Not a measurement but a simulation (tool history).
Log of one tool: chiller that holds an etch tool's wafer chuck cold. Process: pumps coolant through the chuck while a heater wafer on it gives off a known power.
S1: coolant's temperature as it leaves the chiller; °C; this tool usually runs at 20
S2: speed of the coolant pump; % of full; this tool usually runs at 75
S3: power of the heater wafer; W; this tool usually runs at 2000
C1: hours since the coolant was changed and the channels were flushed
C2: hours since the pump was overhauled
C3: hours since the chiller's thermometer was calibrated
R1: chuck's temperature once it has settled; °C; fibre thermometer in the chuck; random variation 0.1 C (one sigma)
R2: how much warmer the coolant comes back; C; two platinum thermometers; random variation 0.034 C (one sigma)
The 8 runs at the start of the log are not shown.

run   hour  S1  S2    S3    C1   C2    C3    R1    R2
  9  264.0  27  75  2000  7129  267  2516  47.9  5.11
 10  285.0  27  75  2000  7150  288  2537  48.1  5.06
 11  315.5  27  75  2000  7181  318  2567  48.2  5.06
 12  347.2  27  75  2000  7212  350  2599  48.1  5.12
 13  367.3  27  67  2000  7232  370  2619  50.0  5.69
 14  388.8  27  67  2000  7254  392  2641  50.0  5.76
 15  426.6  20  75  2000  7292  430  2679  41.1  5.04
 16  450.1  20  75  2000  7315  453  2702  41.1  5.06
 17  486.6  20  87  1447  7352  490  2738  33.8  3.12
 18  513.7  20  87  1447  7379  517  2766  33.8  3.10
 19  531.8  20  87  1447  7397  535  2784  33.8  3.15
 20  560.8  10  75  2000  7426  564  2813  31.1  5.04
 21  597.6  10  75  2000  7463  601  2850  31.1  5.15
 22  615.1  10  75  2000  7480  618  2867  31.2  5.08
 23  649.7  29  88  1511  7515  653  2902  43.3  3.17
 24  677.5  20  98  2000  7543  680  2929  37.3  3.78
 25  719.7  20  92  2657  7585  723  2972  44.3  5.39
 26  758.7  20  92  2657  7624  762  3011  44.3  5.36
 27  800.7  20  94  1315  7666  804  3053  32.1  2.61
 28  837.1  20  94  1315  7702  840  3089  32.0  2.61
 29  862.2  21  94  2790  7727  865  3114  45.8  5.51
 30  890.9  14  61  1810  7756  894  3143  36.8  5.82
 31  924.9  21  97  2618  7790  928  3177  43.9  4.96

Predict each of these 4 candidate next runs independently; none follows another, all start after run 31:
  A  942.3  21  95  2618  7807  945  3194   ?   ?
  B  942.3  20  75  1453  7807  945  3194   ?   ?
  C  942.3  18  74  1472  7807  945  3194   ?   ?
  D  942.3  21  73  1345  7807  945  3194   ?   ?

run    R1    R2
  A  44.2  5.08
  B  35.8  3.68
  C  33.9  3.82
  D  36.0  3.59
Take away the tool's hidden state, keep each run's random variation, and the runs would have read:
run    R1    R2
  A  41.2  5.04
  B  33.7  3.66
  C  31.8  3.79
  D  33.9  3.57
